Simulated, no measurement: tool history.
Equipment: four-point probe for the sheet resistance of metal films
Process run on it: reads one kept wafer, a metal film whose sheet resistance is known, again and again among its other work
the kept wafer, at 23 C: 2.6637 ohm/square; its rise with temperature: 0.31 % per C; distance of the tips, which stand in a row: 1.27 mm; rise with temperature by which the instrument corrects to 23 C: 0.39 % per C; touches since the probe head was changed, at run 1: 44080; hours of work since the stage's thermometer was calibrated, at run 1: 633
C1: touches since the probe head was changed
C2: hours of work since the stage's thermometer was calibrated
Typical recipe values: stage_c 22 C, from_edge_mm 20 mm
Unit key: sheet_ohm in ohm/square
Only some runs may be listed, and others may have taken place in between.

{"run": 1, "hour": 0.0, "stage_c": 22, "from_edge_mm": 20, "C1": 44080, "C2": 633, "sheet_ohm": 2.696012}
{"run": 2, "hour": 38.2, "stage_c": 22, "from_edge_mm": 20, "C1": 45435, "C2": 649, "sheet_ohm": 2.695767}
{"run": 3, "hour": 111.0, "stage_c": 22, "from_edge_mm": 20, "C1": 48012, "C2": 680, "sheet_ohm": 2.697035}
{"run": 4, "hour": 193.9, "stage_c": 22, "from_edge_mm": 20, "C1": 50949, "C2": 716, "sheet_ohm": 2.696719}
{"run": 5, "hour": 232.0, "stage_c": 22, "from_edge_mm": 20, "C1": 52301, "C2": 732, "sheet_ohm": 2.696736}
{"run": 6, "hour": 299.4, "stage_c": 22, "from_edge_mm": 5, "C1": 54688, "C2": 761, "sheet_ohm": 2.782555}
{"run": 7, "hour": 362.2, "stage_c": 22, "from_edge_mm": 5, "C1": 56911, "C2": 788, "sheet_ohm": 2.782442}
{"run": 8, "hour": 440.7, "stage_c": 22, "from_edge_mm": 5, "C1": 59695, "C2": 822, "sheet_ohm": 2.783709}
{"hour": 447.0, "done": "stage's thermometer calibrated"}
{"run": 9, "hour": 529.9, "stage_c": 22, "from_edge_mm": 5, "C1": 62836, "C2": 36, "sheet_ohm": 2.784583}
{"run": 10, "hour": 596.5, "stage_c": 30, "from_edge_mm": 13, "C1": 65195, "C2": 64, "sheet_ohm": 2.69116}
{"run": 11, "hour": 655.8, "stage_c": 33, "from_edge_mm": 8, "C1": 67297, "C2": 90, "sheet_ohm": 2.707238}
{"run": 12, "hour": 720.7, "stage_c": 29, "from_edge_mm": 20, "C1": 69595, "C2": 117, "sheet_ohm": 2.686906}
{"run": 13, "hour": 764.8, "stage_c": 29, "from_edge_mm": 20, "C1": 71158, "C2": 136, "sheet_ohm": 2.687373}
{"run": 14, "hour": 831.2, "stage_c": 27, "from_edge_mm": 14, "C1": 73510, "C2": 165, "sheet_ohm": 2.698075}
{"run": 15, "hour": 919.4, "stage_c": 31, "from_edge_mm": 9, "C1": 76634, "C2": 203, "sheet_ohm": 2.706254}
{"hour": 983.9, "done": "stage's thermometer calibrated, once more"}
{"run": 16, "hour": 983.9, "stage_c": 22, "from_edge_mm": 43, "C1": 78902, "C2": 0, "sheet_ohm": 2.700055}
{"run": 17, "hour": 1041.8, "stage_c": 21, "from_edge_mm": 10, "C1": 80953, "C2": 25, "sheet_ohm": 2.726354}

4 ways to go on from here, each from the tool as it stands after run 17. What would each give?
{"run": "A", "hour": 1092.4, "stage_c": 22, "from_edge_mm": 8, "C1": 82746, "C2": 47, "sheet_ohm": "?"}
{"run": "B", "hour": 1092.4, "stage_c": 22, "from_edge_mm": 34, "C1": 82746, "C2": 47, "sheet_ohm": "?"}
{"run": "C", "hour": 1092.4, "stage_c": 23, "from_edge_mm": 31, "C1": 82746, "C2": 47, "sheet_ohm": "?"}
{"run": "D", "hour": 1092.4, "stage_c": 34, "from_edge_mm": 6, "C1": 82746, "C2": 47, "sheet_ohm": "?"}

run=A sheet_ohm=2.737364
run=B sheet_ohm=2.703233
run=C sheet_ohm=2.700957
run=D sheet_ohm=2.738470
With no hidden state in the tool, these same runs would have given:
run=A sheet_ohm=2.702271
run=B sheet_ohm=2.668542
run=C sheet_ohm=2.666296
run=D sheet_ohm=2.703392

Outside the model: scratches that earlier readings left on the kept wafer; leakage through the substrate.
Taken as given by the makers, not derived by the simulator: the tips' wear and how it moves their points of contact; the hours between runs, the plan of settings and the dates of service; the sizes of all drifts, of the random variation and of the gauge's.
